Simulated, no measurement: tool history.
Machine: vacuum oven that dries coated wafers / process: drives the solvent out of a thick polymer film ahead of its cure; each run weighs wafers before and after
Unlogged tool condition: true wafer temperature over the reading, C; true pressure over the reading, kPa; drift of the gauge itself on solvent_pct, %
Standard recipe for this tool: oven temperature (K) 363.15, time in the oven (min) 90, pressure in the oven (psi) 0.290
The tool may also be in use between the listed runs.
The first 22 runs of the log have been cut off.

run   hour  oven temperature (K)  time in the oven (min)  pressure in the oven (psi)  hours of work since the thermocouples were calibrated  hours of work since the vacuum gauge was cleaned of residue  solvent left in the film (%)
 23  314.0                352.15                     136                       0.827                                                    669                                                           17                          8.87
 24  324.8                352.15                     136                       0.827                                                    677                                                           26                          8.72
 25  335.7                349.15                      90                       0.290                                                    686                                                           34                          9.66
 26  352.9                349.15                      90                       0.290                                                    699                                                           47                          9.49
 27  370.9                350.15                     123                       0.290                                                    713                                                           61                          7.94
     388.1  -- vacuum gauge cleaned of residue and calibrated, once more
 28  388.6                350.15                      91                       0.276                                                    725                                                            0                          9.07
 29  397.3                350.15                     135                       0.611                                                    732                                                            7                          8.69
 30  412.9                376.15                      50                       0.200                                                    744                                                           19                          2.65
 31  430.0                366.15                      90                       0.841                                                    757                                                           32                          5.06
 32  448.9                366.15                      90                       0.841                                                    772                                                           47                          4.99
 33  465.9                363.15                      61                       0.336                                                    785                                                           60                          6.53
 34  477.6                363.15                      61                       0.336                                                    794                                                           69                          6.60
 35  486.4                364.15                      61                       0.719                                                    800                                                           76                          7.00
 36  505.2                378.15                      61                       0.698                                                    815                                                           90                          2.54
 37  515.1                378.15                      61                       0.698                                                    823                                                           98                          2.52
 38  524.1                363.15                      57                       0.608                                                    829                                                          105                          7.52
 39  542.4                363.15                      67                       0.151                                                    844                                                          119                          5.72
 40  554.9                363.15                     129                       0.290                                                    853                                                          128                          3.00
 41  569.7                363.15                      76                       1.017                                                    865                                                          140                          7.21
 42  578.9                363.15                      76                       1.017                                                    872                                                          147                          7.43

Branching from run 42: 3 alternative next runs. What would each branch give?
  A  587.0                353.15                      56                       1.009                                                    878                                                          153                             ?
  B  587.0                363.15                      76                       1.062                                                    878                                                          153                             ?
  C  587.0                364.15                      90                       0.677                                                    878                                                          153                             ?

run  solvent left in the film (%)
  A                         12.17
  B                          7.37
  C                          5.18
Had the tool no hidden state, the same runs would have come out as:
run  solvent left in the film (%)
  A                         11.52
  B                          6.59
  C                          4.46

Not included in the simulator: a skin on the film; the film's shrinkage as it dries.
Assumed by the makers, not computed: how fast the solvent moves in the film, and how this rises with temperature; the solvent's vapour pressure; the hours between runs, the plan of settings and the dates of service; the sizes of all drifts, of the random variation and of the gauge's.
